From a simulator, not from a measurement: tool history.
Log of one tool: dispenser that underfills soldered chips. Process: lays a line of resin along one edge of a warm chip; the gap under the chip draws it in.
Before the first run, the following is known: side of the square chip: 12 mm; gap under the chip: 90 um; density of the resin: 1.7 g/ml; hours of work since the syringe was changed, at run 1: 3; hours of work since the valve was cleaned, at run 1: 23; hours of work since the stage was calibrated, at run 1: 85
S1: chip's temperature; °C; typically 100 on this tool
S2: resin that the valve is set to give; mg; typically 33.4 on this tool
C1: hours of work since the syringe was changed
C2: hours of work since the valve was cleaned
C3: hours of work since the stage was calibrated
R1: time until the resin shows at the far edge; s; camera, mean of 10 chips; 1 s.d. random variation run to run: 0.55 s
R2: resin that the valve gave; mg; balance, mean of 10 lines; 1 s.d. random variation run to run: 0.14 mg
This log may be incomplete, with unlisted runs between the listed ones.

run 1 hour=0.0 | S1=100 S2=33.4 | C1=3 C2=23 C3=85 | R1=50.9 R2=33.14
-- hour=3.2 new syringe of resin
run 2 hour=5.8 | S1=100 S2=31.8 | C1=2 C2=27 C3=89 | R1=49.6 R2=31.55
-- hour=11.3 new syringe of resin
run 3 hour=14.2 | S1=100 S2=31.8 | C1=2 C2=33 C3=95 | R1=50.9 R2=31.38
-- hour=19.8 new syringe of resin
run 4 hour=24.2 | S1=100 S2=33.4 | C1=3 C2=40 C3=102 | R1=51.4 R2=32.96
-- hour=27.4 new syringe of resin
-- hour=35.0 new syringe of resin
run 5 hour=36.0 | S1=100 S2=33.3 | C1=1 C2=48 C3=110 | R1=48.9 R2=32.72
-- hour=43.1 new syringe of resin
run 6 hour=43.5 | S1=100 S2=33.3 | C1=0 C2=53 C3=115 | R1=47.3 R2=32.75
-- hour=50.8 new syringe of resin
run 7 hour=52.2 | S1=100 S2=33.3 | C1=1 C2=59 C3=121 | R1=48.6 R2=32.75
-- hour=58.8 new syringe of resin
run 8 hour=59.3 | S1=100 S2=33.4 | C1=0 C2=64 C3=126 | R1=45.8 R2=32.66
-- hour=66.8 new syringe of resin
run 9 hour=69.6 | S1=100 S2=40.1 | C1=2 C2=71 C3=133 | R1=48.2 R2=39.39
-- hour=74.5 new syringe of resin
run 10 hour=77.1 | S1=100 S2=40.1 | C1=2 C2=76 C3=138 | R1=49.1 R2=39.21
-- hour=82.4 new syringe of resin
run 11 hour=87.3 | S1=100 S2=33.4 | C1=4 C2=83 C3=145 | R1=52.6 R2=32.16
-- hour=90.3 new syringe of resin
run 12 hour=95.7 | S1=100 S2=33.4 | C1=4 C2=89 C3=151 | R1=51.0 R2=32.14
-- hour=98.7 new syringe of resin
-- hour=106.8 new syringe of resin
run 13 hour=107.1 | S1=100 S2=33.4 | C1=0 C2=97 C3=159 | R1=46.3 R2=32.33
run 14 hour=114.0 | S1=100 S2=33.4 | C1=5 C2=102 C3=164 | R1=55.1 R2=32.23
-- hour=114.9 new syringe of resin
-- hour=123.5 new syringe of resin
run 15 hour=124.9 | S1=100 S2=33.4 | C1=1 C2=109 C3=171 | R1=47.4 R2=31.97
run 16 hour=129.5 | S1=100 S2=33.4 | C1=4 C2=113 C3=174 | R1=52.7 R2=32.16
-- hour=131.5 new syringe of resin
run 17 hour=135.5 | S1=100 S2=33.4 | C1=3 C2=117 C3=179 | R1=50.7 R2=31.89
-- hour=139.6 new syringe of resin
run 18 hour=144.3 | S1=98 S2=35.2 | C1=3 C2=123 C3=185 | R1=55.7 R2=33.88
-- hour=147.7 new syringe of resin
run 19 hour=149.4 | S1=91 S2=28.9 | C1=1 C2=126 C3=188 | R1=65.8 R2=27.62
-- hour=154.2 dispensing valve cleaned and set on the balance
-- hour=156.3 new syringe of resin
run 20 hour=156.6 | S1=87 S2=30.3 | C1=0 C2=2 C3=192 | R1=68.2 R2=30.27
-- hour=164.1 new syringe of resin
run 21 hour=164.1 | S1=111 S2=32.0 | C1=0 C2=7 C3=198 | R1=34.8 R2=31.71
-- hour=171.9 new syringe of resin
run 22 hour=174.5 | S1=100 S2=29.5 | C1=2 C2=14 C3=205 | R1=50.4 R2=29.59
-- hour=180.0 new syringe of resin
run 23 hour=182.1 | S1=89 S2=29.5 | C1=2 C2=19 C3=210 | R1=69.9 R2=29.53
-- hour=187.8 new syringe of resin
run 24 hour=190.4 | S1=99 S2=34.2 | C1=2 C2=25 C3=216 | R1=51.4 R2=33.88
-- hour=195.9 new syringe of resin
run 25 hour=197.1 | S1=99 S2=34.2 | C1=1 C2=30 C3=220 | R1=48.7 R2=33.88
run 26 hour=202.5 | S1=110 S2=33.7 | C1=5 C2=33 C3=224 | R1=40.9 R2=33.41
-- hour=204.0 new syringe of resin
-- hour=212.0 new syringe of resin
run 27 hour=213.9 | S1=93 S2=29.2 | C1=1 C2=41 C3=232 | R1=58.1 R2=28.87
-- hour=219.9 new syringe of resin
run 28 hour=222.6 | S1=93 S2=29.2 | C1=2 C2=47 C3=238 | R1=61.4 R2=28.92
-- hour=227.8 new syringe of resin
run 29 hour=231.8 | S1=94 S2=33.8 | C1=3 C2=54 C3=245 | R1=58.4 R2=33.04
-- hour=235.6 new syringe of resin
run 30 hour=242.4 | S1=98 S2=29.7 | C1=5 C2=61 C3=252 | R1=59.8 R2=29.16
-- hour=243.2 new syringe of resin
run 31 hour=249.8 | S1=98 S2=29.7 | C1=5 C2=66 C3=257 | R1=58.2 R2=29.03
-- hour=251.1 new syringe of resin
-- hour=259.3 new syringe of resin
run 32 hour=259.7 | S1=96 S2=40.5 | C1=0 C2=73 C3=264 | R1=50.1 R2=39.66
run 33 hour=265.5 | S1=114 S2=43.1 | C1=4 C2=77 C3=268 | R1=36.7 R2=42.16

What if the next run were any one of these 5? Each begins from the tool's condition after run 33:
-- hour=267.2 new syringe of resin
run A hour=273.1 | S1=91 S2=37.1 | C1=4 C2=82 C3=273 | R1=? R2=?
-- hour=267.2 new syringe of resin
run B hour=273.1 | S1=112 S2=35.3 | C1=4 C2=82 C3=273 | R1=? R2=?
-- hour=267.2 new syringe of resin
run C hour=273.1 | S1=114 S2=41.6 | C1=4 C2=82 C3=273 | R1=? R2=?
-- hour=267.2 new syringe of resin
run D hour=273.1 | S1=91 S2=43.1 | C1=4 C2=82 C3=273 | R1=? R2=?
-- hour=267.2 new syringe of resin
run E hour=273.1 | S1=111 S2=38.3 | C1=4 C2=82 C3=273 | R1=? R2=?

run=A R1=66.7 R2=35.98
run=B R1=38.1 R2=34.43
run=C R1=36.5 R2=40.37
run=D R1=64.3 R2=41.56
run=E R1=38.1 R2=37.14
Stripped of hidden state, with their random variation kept, the same runs would have yielded:
run=A R1=59.5 R2=37.00
run=B R1=34.0 R2=35.41
run=C R1=32.6 R2=41.52
run=D R1=57.5 R2=42.75
run=E R1=33.9 R2=38.20

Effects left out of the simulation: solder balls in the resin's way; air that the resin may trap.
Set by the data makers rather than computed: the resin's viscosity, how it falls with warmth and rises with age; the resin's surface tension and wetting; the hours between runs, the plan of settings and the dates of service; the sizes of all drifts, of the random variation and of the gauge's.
